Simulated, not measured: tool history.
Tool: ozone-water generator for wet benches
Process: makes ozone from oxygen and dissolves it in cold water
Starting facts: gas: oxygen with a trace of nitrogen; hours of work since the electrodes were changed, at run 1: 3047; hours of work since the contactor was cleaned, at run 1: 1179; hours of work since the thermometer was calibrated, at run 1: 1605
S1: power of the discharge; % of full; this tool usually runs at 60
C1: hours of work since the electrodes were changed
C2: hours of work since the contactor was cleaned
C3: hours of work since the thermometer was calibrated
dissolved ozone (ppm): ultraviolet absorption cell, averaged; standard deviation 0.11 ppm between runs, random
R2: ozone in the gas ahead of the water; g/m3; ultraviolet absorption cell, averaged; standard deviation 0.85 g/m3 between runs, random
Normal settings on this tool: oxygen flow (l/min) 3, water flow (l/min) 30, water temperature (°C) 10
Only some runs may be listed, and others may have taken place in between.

Run 1, hour 0: usual settings; C1 3047; C2 1179; C3 1605. Result: dissolved ozone (ppm) 5.7, R2 123.1 g/m3.
Run 2, hour 91.5: usual settings; C1 3119; C2 1251; C3 1678. Result: dissolved ozone (ppm) 5.7, R2 124.6 g/m3.
Run 3, hour 168.2: usual settings but water temperature (°C) 11; C1 3180; C2 1312; C3 1739. Result: dissolved ozone (ppm) 5.8, R2 123 g/m3.
Run 4, hour 213.1: usual settings but water temperature (°C) 11; C1 3216; C2 1348; C3 1774. Result: dissolved ozone (ppm) 5.5, R2 124 g/m3.
Run 5, hour 263.6: usual settings but water temperature (°C) 11; C1 3256; C2 1388; C3 1814. Result: dissolved ozone (ppm) 5.6, R2 123.4 g/m3.
Run 6, hour 358.2: usual settings but water temperature (°C) 11; C1 3331; C2 1463; C3 1889. Result: dissolved ozone (ppm) 5.6, R2 124 g/m3.
Run 7, hour 401.5: usual settings but water temperature (°C) 11; C1 3365; C2 1497; C3 1923. Result: dissolved ozone (ppm) 5.7, R2 123.2 g/m3.
Run 8, hour 441.8: usual settings but water temperature (°C) 11; C1 3397; C2 1529; C3 1955. Result: dissolved ozone (ppm) 5.5, R2 121.7 g/m3.
Run 9, hour 536.5: usual settings but water flow (l/min) 25; C1 3472; C2 1604; C3 2031. Result: dissolved ozone (ppm) 7.1, R2 122.7 g/m3.
Run 10, hour 585.2: usual settings but water flow (l/min) 25; C1 3511; C2 1643; C3 2069. Result: dissolved ozone (ppm) 7.2, R2 121.2 g/m3.
Run 11, hour 674.9: usual settings but water flow (l/min) 25, water temperature (°C) 9; C1 3582; C2 1714; C3 2140. Result: dissolved ozone (ppm) 7.1, R2 122.4 g/m3.
Run 12, hour 720.9: usual settings; C1 3618; C2 1750; C3 2177. Result: dissolved ozone (ppm) 5.7, R2 123.1 g/m3.
Run 13, hour 796.4: usual settings; C1 3678; C2 1810; C3 2237. Result: dissolved ozone (ppm) 5.5, R2 121.1 g/m3.
Run 14, hour 886.3: usual settings but water flow (l/min) 28; C1 3749; C2 1881; C3 2308. Result: dissolved ozone (ppm) 6, R2 119.5 g/m3.
Run 15, hour 948.5: usual settings but water flow (l/min) 28; C1 3799; C2 1931; C3 2357. Result: dissolved ozone (ppm) 6, R2 120.5 g/m3.
Run 16, hour 1041.4: usual settings but S1 51 % of full; C1 3872; C2 2004; C3 2431. Result: dissolved ozone (ppm) 5, R2 111.1 g/m3.
Run 17, hour 1093: usual settings but S1 51 % of full; C1 3913; C2 2045; C3 2472. Result: dissolved ozone (ppm) 5, R2 110.4 g/m3.
Run 18, hour 1166: usual settings but S1 76 % of full, oxygen flow (l/min) 4.21; C1 3971; C2 2103; C3 2530. Result: dissolved ozone (ppm) 6.6, R2 112.8 g/m3.
Run 19, hour 1239.2: usual settings but S1 84 % of full, oxygen flow (l/min) 3.62, water temperature (°C) 5; C1 4029; C2 2161; C3 2588. Result: dissolved ozone (ppm) 7.2, R2 128.9 g/m3.
Run 20, hour 1289.4: usual settings but oxygen flow (l/min) 5.18, water flow (l/min) 20; C1 4069; C2 2201; C3 2627. Result: dissolved ozone (ppm) 9.6, R2 87.9 g/m3.
Run 21, hour 1364.4: usual settings but oxygen flow (l/min) 4.26, water temperature (°C) 11; C1 4128; C2 2261; C3 2687. Result: dissolved ozone (ppm) 6, R2 98.8 g/m3.
Run 22, hour 1444.9: usual settings but S1 57 % of full, oxygen flow (l/min) 3.72, water temperature (°C) 8; C1 4192; C2 2324; C3 2751. Result: dissolved ozone (ppm) 5.6, R2 103.2 g/m3.
Run 23, hour 1499.3: usual settings but S1 46 % of full, oxygen flow (l/min) 3.72, water temperature (°C) 8; C1 4235; C2 2367; C3 2794. Result: dissolved ozone (ppm) 5.1, R2 92 g/m3.
Run 24, hour 1565.6: usual settings but S1 46 % of full, oxygen flow (l/min) 3.72, water temperature (°C) 8; C1 4288; C2 2420; C3 2846. Result: dissolved ozone (ppm) 5, R2 92.9 g/m3.
Run 25, hour 1646: usual settings but S1 46 % of full, oxygen flow (l/min) 3.72; C1 4352; C2 2484; C3 2910. Result: dissolved ozone (ppm) 5, R2 91.2 g/m3.
Run 26, hour 1711.7: usual settings but water flow (l/min) 35; C1 4404; C2 2536; C3 2962. Result: dissolved ozone (ppm) 4.4, R2 117.9 g/m3.
Run 27, hour 1810.6: usual settings but water flow (l/min) 35; C1 4482; C2 2614; C3 3041. Result: dissolved ozone (ppm) 4.3, R2 117 g/m3.
Run 28, hour 1860.9: usual settings but oxygen flow (l/min) 3.21, water temperature (°C) 6; C1 4522; C2 2654; C3 3080. Result: dissolved ozone (ppm) 5.6, R2 112.4 g/m3.
Run 29, hour 1912.1: usual settings but S1 65 % of full, oxygen flow (l/min) 5.36, water temperature (°C) 9; C1 4563; C2 2695; C3 3121. Result: dissolved ozone (ppm) 6.4, R2 89.4 g/m3.
Run 30, hour 1980: usual settings but S1 42 % of full, oxygen flow (l/min) 5.04, water flow (l/min) 35; C1 4616; C2 2749; C3 3175. Result: dissolved ozone (ppm) 4.2, R2 75 g/m3.
Run 31, hour 2051.7: usual settings but S1 82 % of full, oxygen flow (l/min) 2.31, water flow (l/min) 19; C1 4673; C2 2805; C3 3232. Result: dissolved ozone (ppm) 10, R2 156.4 g/m3.
Run 32, hour 2127.5: usual settings but S1 82 % of full, oxygen flow (l/min) 2.31, water flow (l/min) 19; C1 4733; C2 2865; C3 3292. Result: dissolved ozone (ppm) 10.2, R2 157.2 g/m3.
Run 33, hour 2169: usual settings but S1 48 % of full, water temperature (°C) 7; C1 4766; C2 2898; C3 3325. Result: dissolved ozone (ppm) 4.8, R2 103.9 g/m3.

Forecast each of these 4 alternatives for the next run:
Run A, hour 2259.8: usual settings but oxygen flow (l/min) 2.73, water flow (l/min) 34; C1 4838; C2 2970; C3 3397. Result: dissolved ozone (ppm) ?, R2 ?.
Run B, hour 2259.8: usual settings but water flow (l/min) 28; C1 4838; C2 2970; C3 3397. Result: dissolved ozone (ppm) ?, R2 ?.
Run C, hour 2259.8: usual settings but S1 73 % of full; C1 4838; C2 2970; C3 3397. Result: dissolved ozone (ppm) ?, R2 ?.
Run D, hour 2259.8: usual settings but S1 76 % of full, water temperature (°C) 9; C1 4838; C2 2970; C3 3397. Result: dissolved ozone (ppm) ?, R2 ?.

run  dissolved ozone (ppm)     R2
  A                    4.3  123.4
  B                    5.9    116
  C                    5.7  127.6
  D                    5.7  130.1
Without the tool's hidden state the same runs would have given:
run  dissolved ozone (ppm)     R2
  A                    5.4  145.6
  B                    7.3    137
  C                    7.2  153.6
  D                    7.3  157.3

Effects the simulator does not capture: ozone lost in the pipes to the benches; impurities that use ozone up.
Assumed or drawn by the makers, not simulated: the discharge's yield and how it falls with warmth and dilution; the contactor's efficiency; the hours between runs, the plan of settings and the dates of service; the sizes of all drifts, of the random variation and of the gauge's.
